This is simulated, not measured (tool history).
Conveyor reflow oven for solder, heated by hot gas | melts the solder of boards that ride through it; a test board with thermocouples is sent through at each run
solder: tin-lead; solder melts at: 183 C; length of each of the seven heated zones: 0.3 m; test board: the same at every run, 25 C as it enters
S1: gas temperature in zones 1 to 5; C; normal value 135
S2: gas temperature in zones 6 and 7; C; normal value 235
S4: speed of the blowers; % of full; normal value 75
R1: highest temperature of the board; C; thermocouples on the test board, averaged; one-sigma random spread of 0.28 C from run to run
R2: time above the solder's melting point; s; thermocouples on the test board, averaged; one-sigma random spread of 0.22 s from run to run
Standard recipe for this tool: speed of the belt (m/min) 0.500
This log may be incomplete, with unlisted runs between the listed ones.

{"run": 1, "hour": 0.0, "S1": 135, "S2": 235, "speed of the belt (m/min)": 0.5, "S4": 75, "R1": 220.7, "R2": 55.5}
{"run": 2, "hour": 9.3, "S1": 135, "S2": 235, "speed of the belt (m/min)": 0.5, "S4": 75, "R1": 220.4, "R2": 55.7}
{"run": 3, "hour": 18.3, "S1": 135, "S2": 235, "speed of the belt (m/min)": 0.5, "S4": 75, "R1": 220.0, "R2": 55.5}
{"run": 4, "hour": 23.8, "S1": 135, "S2": 235, "speed of the belt (m/min)": 0.5, "S4": 75, "R1": 220.0, "R2": 55.7}
{"run": 5, "hour": 28.5, "S1": 135, "S2": 235, "speed of the belt (m/min)": 0.5, "S4": 75, "R1": 220.8, "R2": 55.7}
{"run": 6, "hour": 36.4, "S1": 135, "S2": 235, "speed of the belt (m/min)": 0.5, "S4": 75, "R1": 220.8, "R2": 55.6}
{"run": 7, "hour": 42.4, "S1": 129, "S2": 235, "speed of the belt (m/min)": 0.535, "S4": 75, "R1": 217.4, "R2": 47.8}
{"run": 8, "hour": 50.9, "S1": 129, "S2": 235, "speed of the belt (m/min)": 0.48, "S4": 75, "R1": 221.0, "R2": 57.0}
{"run": 9, "hour": 59.5, "S1": 133, "S2": 225, "speed of the belt (m/min)": 0.512, "S4": 88, "R1": 212.8, "R2": 49.4}
{"run": 10, "hour": 66.7, "S1": 135, "S2": 235, "speed of the belt (m/min)": 0.485, "S4": 75, "R1": 221.8, "R2": 58.3}
{"run": 11, "hour": 73.1, "S1": 135, "S2": 239, "speed of the belt (m/min)": 0.485, "S4": 75, "R1": 225.2, "R2": 60.2}
{"run": 12, "hour": 79.0, "S1": 135, "S2": 239, "speed of the belt (m/min)": 0.485, "S4": 75, "R1": 225.4, "R2": 60.2}

Consider 3 possible next runs. They are alternatives, not a sequence: every one starts from the tool as it was left by run 12. What does each give?
{"run": "A", "hour": 87.9, "S1": 135, "S2": 239, "speed of the belt (m/min)": 0.405, "S4": 53, "R1": "?", "R2": "?"}
{"run": "B", "hour": 87.9, "S1": 135, "S2": 231, "speed of the belt (m/min)": 0.57, "S4": 75, "R1": "?", "R2": "?"}
{"run": "C", "hour": 87.9, "S1": 135, "S2": 239, "speed of the belt (m/min)": 0.485, "S4": 72, "R1": "?", "R2": "?"}

run=A R1=225.5 R2=72.5
run=B R1=213.3 R2=43.3
run=C R1=224.7 R2=59.9
The same runs, with their run-to-run variation unchanged, on a tool lacking any hidden condition would have given:
run=A R1=225.5 R2=72.5
run=B R1=213.4 R2=43.3
run=C R1=224.7 R2=59.9
